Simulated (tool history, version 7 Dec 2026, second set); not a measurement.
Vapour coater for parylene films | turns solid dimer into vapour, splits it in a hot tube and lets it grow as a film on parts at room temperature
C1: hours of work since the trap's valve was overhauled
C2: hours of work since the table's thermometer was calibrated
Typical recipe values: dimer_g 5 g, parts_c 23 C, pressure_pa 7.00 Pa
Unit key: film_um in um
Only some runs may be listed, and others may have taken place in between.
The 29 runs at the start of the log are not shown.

run 30 day=33.075 | dimer_g=8 parts_c=33 pressure_pa=3.21 | C1=353 C2=891 | film_um=1.808
run 31 day=34.400 | dimer_g=6 parts_c=24 pressure_pa=2.10 | C1=374 C2=912 | film_um=1.753
run 32 day=36.129 | dimer_g=8 parts_c=23 pressure_pa=7.00 | C1=402 C2=940 | film_um=2.176
run 33 day=37.888 | dimer_g=8 parts_c=23 pressure_pa=7.00 | C1=429 C2=967 | film_um=2.172
run 34 day=39.404 | dimer_g=5 parts_c=26 pressure_pa=4.09 | C1=454 C2=992 | film_um=1.329
run 35 day=41.167 | dimer_g=7 parts_c=31 pressure_pa=9.11 | C1=482 C2=1020 | film_um=1.531
run 36 day=42.692 | dimer_g=2 parts_c=16 pressure_pa=7.00 | C1=506 C2=1044 | film_um=0.661
run 37 day=44.254 | dimer_g=5 parts_c=16 pressure_pa=7.00 | C1=531 C2=1069 | film_um=1.654
run 38 day=45.358 | dimer_g=5 parts_c=16 pressure_pa=11.82 | C1=548 C2=1086 | film_um=1.584
run 39 day=46.754 | dimer_g=7 parts_c=22 pressure_pa=11.82 | C1=571 C2=1109 | film_um=1.906
run 40 day=47.679 | dimer_g=7 parts_c=22 pressure_pa=11.82 | C1=585 C2=1123 | film_um=1.917
-- day=48.879 gauge calibrated
run 41 day=49.362 | dimer_g=3 parts_c=26 pressure_pa=11.82 | C1=612 C2=1150 | film_um=0.701
-- day=50.146 trap's valve overhauled
run 42 day=51.296 | dimer_g=8 parts_c=18 pressure_pa=7.00 | C1=18 C2=1178 | film_um=2.408
run 43 day=52.208 | dimer_g=8 parts_c=18 pressure_pa=7.00 | C1=33 C2=1193 | film_um=2.399
run 44 day=53.838 | dimer_g=5 parts_c=32 pressure_pa=7.00 | C1=59 C2=1219 | film_um=1.056
run 45 day=55.196 | dimer_g=4 parts_c=26 pressure_pa=7.55 | C1=80 C2=1240 | film_um=0.983
run 46 day=56.625 | dimer_g=4 parts_c=26 pressure_pa=7.55 | C1=103 C2=1263 | film_um=0.988

Forecast each of these 4 alternatives for the next run:
run A day=57.662 | dimer_g=6 parts_c=31 pressure_pa=11.48 | C1=120 C2=1279 | film_um=?
run B day=57.662 | dimer_g=2 parts_c=26 pressure_pa=6.21 | C1=120 C2=1279 | film_um=?
run C day=57.662 | dimer_g=5 parts_c=23 pressure_pa=4.01 | C1=120 C2=1279 | film_um=?
run D day=57.662 | dimer_g=3 parts_c=26 pressure_pa=2.08 | C1=120 C2=1279 | film_um=?

run=A film_um=1.258
run=B film_um=0.498
run=C film_um=1.398
run=D film_um=0.821
With the hidden condition removed and each run's random variation left untouched, the same runs would have given:
run=A film_um=1.239
run=B film_um=0.491
run=C film_um=1.377
run=D film_um=0.809

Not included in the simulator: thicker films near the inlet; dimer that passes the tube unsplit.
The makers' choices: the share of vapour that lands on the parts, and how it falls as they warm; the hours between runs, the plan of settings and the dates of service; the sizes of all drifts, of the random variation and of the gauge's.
